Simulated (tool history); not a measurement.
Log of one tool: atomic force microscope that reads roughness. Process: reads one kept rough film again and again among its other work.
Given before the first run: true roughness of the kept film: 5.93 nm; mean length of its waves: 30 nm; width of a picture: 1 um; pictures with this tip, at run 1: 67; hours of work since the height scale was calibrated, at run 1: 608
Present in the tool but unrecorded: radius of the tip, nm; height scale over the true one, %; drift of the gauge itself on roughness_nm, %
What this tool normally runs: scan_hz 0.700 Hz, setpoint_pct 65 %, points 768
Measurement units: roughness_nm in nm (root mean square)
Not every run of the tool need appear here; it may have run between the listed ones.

| run | hour | scan_hz | setpoint_pct | points | pictures with this tip | hours of work since the height scale was calibrated | roughness_nm |
|---|---|---|---|---|---|---|---|
| 1 | 0.0 | 0.700 | 65 | 768 | 67 | 608 | 4.166 |
|  | 10.2 | new tip fitted |
| 2 | 22.1 | 0.700 | 65 | 265 | 11 | 618 | 4.602 |
| 3 | 46.6 | 0.700 | 65 | 274 | 32 | 630 | 4.391 |
| 4 | 74.5 | 0.700 | 65 | 274 | 56 | 643 | 4.124 |
| 5 | 94.4 | 0.700 | 62 | 768 | 73 | 652 | 4.110 |
|  | 97.6 | new tip fitted |
| 6 | 116.5 | 0.700 | 62 | 768 | 16 | 663 | 4.670 |
| 7 | 132.4 | 0.700 | 62 | 506 | 30 | 670 | 4.546 |
|  | 136.4 | height scale calibrated on a step standard |
| 8 | 147.8 | 0.700 | 62 | 506 | 43 | 5 | 4.387 |
| 9 | 178.4 | 0.639 | 65 | 768 | 69 | 20 | 4.125 |
|  | 186.4 | new tip fitted |
| 10 | 201.8 | 0.700 | 65 | 768 | 13 | 31 | 4.652 |
| 11 | 215.0 | 0.700 | 65 | 768 | 25 | 37 | 4.527 |
|  | 223.6 | height scale calibrated on a step standard, once more |
| 12 | 236.2 | 0.700 | 65 | 768 | 42 | 6 | 4.348 |
| 13 | 254.1 | 0.891 | 56 | 768 | 58 | 14 | 4.294 |
|  | 274.2 | new tip fitted |
| 14 | 274.2 | 0.763 | 77 | 768 | 0 | 24 | 4.658 |
| 15 | 292.7 | 3.803 | 71 | 768 | 16 | 32 | 3.796 |
| 16 | 321.2 | 3.803 | 71 | 768 | 41 | 46 | 3.602 |
| 17 | 341.7 | 3.079 | 63 | 585 | 58 | 56 | 3.878 |
|  | 360.8 | new tip fitted |
| 18 | 371.8 | 3.079 | 63 | 585 | 9 | 70 | 4.291 |
| 19 | 400.4 | 0.700 | 90 | 1006 | 34 | 83 | 4.126 |
| 20 | 419.9 | 0.700 | 90 | 1006 | 51 | 92 | 3.945 |
| 21 | 440.5 | 1.569 | 70 | 832 | 69 | 102 | 3.866 |
|  | 449.3 | new tip fitted |
| 22 | 461.7 | 1.569 | 70 | 832 | 11 | 112 | 4.394 |
| 23 | 483.9 | 1.334 | 70 | 744 | 30 | 122 | 4.260 |

Below are 3 alternative next runs, each starting from the tool's condition after run 23. Predict each:
| A | 500.2 | 1.158 | 70 | 744 | 44 | 130 | ? |
| B | 500.2 | 3.844 | 70 | 744 | 44 | 130 | ? |
| C | 500.2 | 2.145 | 81 | 744 | 44 | 130 | ? |

| run | roughness_nm |
|---|---|
| A | 4.199 |
| B | 3.615 |
| C | 3.606 |
Take away the tool's hidden state, keep each run's random variation, and the runs would have read:
| run | roughness_nm |
|---|---|
| A | 4.677 |
| B | 4.025 |
| C | 4.017 |

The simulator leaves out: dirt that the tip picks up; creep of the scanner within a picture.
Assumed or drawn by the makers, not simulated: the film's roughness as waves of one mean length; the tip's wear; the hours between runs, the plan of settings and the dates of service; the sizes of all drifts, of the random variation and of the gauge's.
